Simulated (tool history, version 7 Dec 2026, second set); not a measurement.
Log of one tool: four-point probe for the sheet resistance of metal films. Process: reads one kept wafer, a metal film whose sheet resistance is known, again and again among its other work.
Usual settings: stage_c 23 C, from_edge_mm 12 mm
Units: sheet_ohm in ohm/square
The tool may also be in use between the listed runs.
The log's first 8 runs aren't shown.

run	day	stage_c	from_edge_mm	sheet_ohm
9	24.579	24	6	11.292115
10	26.979	24	6	11.288214
11	30.567	23	12	11.101072
12	33.879	23	12	11.103797
13	36.883	23	68	11.038942
14	40.283	32	68	10.986985
15	42.358	32	68	10.986297
16	45.538	23	72	11.041707
17	50.038	23	72	11.043750
18	52.258	34	72	10.974129
19	56.725	34	72	10.977322
20	60.767	29	14	11.058174
21	62.888	26	12	11.093154
22	65.900	26	52	11.029013
23	69.971	34	44	10.982917

The next listed run, before its measurement:
24	74.317	23	16	?

Run 24 gave sheet_ohm 11.084846 ohm/square.
Without the tool's hidden state the same run would have given sheet_ohm 11.039163 ohm/square.

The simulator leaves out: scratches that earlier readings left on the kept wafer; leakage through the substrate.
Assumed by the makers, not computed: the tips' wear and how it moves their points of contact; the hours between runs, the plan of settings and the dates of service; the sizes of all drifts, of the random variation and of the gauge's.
